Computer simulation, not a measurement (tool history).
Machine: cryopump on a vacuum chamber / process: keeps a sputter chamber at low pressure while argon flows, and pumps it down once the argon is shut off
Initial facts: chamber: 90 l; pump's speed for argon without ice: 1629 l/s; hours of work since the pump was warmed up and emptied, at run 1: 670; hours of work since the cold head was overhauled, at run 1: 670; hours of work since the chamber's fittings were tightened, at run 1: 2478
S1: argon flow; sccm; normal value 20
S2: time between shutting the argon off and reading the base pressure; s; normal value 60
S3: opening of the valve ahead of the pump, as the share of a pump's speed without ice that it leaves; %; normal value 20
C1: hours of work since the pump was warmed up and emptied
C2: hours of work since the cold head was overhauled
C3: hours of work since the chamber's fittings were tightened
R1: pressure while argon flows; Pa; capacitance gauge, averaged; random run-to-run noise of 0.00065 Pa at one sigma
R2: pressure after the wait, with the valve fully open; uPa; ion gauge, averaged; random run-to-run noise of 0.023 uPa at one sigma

run,hour,S1,S2,S3,C1,C2,C3,R1,R2
1,0,20,60,20,670,670,2478,0.1072,0.97
2,45.9,20,60,20,690,690,2498,0.1082,0.97
3,102.6,20,60,20,716,716,2523,0.1077,0.94
4,160.2,12,60,20,742,742,2549,0.0662,1.03
5,196.4,12,60,20,758,758,2565,0.064,1.01
6,241.2,30,60,20,778,778,2585,0.1636,0.99
7,273.1,30,60,20,792,792,2600,0.1626,1
8,328,30,60,20,816,816,2624,0.1651,0.95
9,353.7,21,60,20,828,828,2636,0.1148,1.02
10,403.4,25,60,20,850,850,2658,0.1369,0.97
11,442,20,60,20,867,867,2675,0.1108,1.03
12,493.4,20,60,20,890,890,2698,0.1102,0.99
13,522.6,20,60,20,903,903,2711,0.1103,0.98
14,576.7,20,60,20,927,927,2735,0.11,1.03
15,615.3,20,60,20,945,945,2752,0.111,0.99
16,668.6,20,60,25,969,969,2776,0.0893,1.05
17,720,16,125,22,992,992,2799,0.0816,0.72

What will run 18 give?
# hour 750.2: pump warmed up, emptied and cooled again
18,754.5,20,90,48,2,1005,2812,?,?

Logged for run 18: R1 0.0428 Pa, R2 0.72 uPa.
With the hidden condition absent and the run-to-run variation left alone, this run would have shown R1 0.0427 Pa, R2 0.56 uPa.

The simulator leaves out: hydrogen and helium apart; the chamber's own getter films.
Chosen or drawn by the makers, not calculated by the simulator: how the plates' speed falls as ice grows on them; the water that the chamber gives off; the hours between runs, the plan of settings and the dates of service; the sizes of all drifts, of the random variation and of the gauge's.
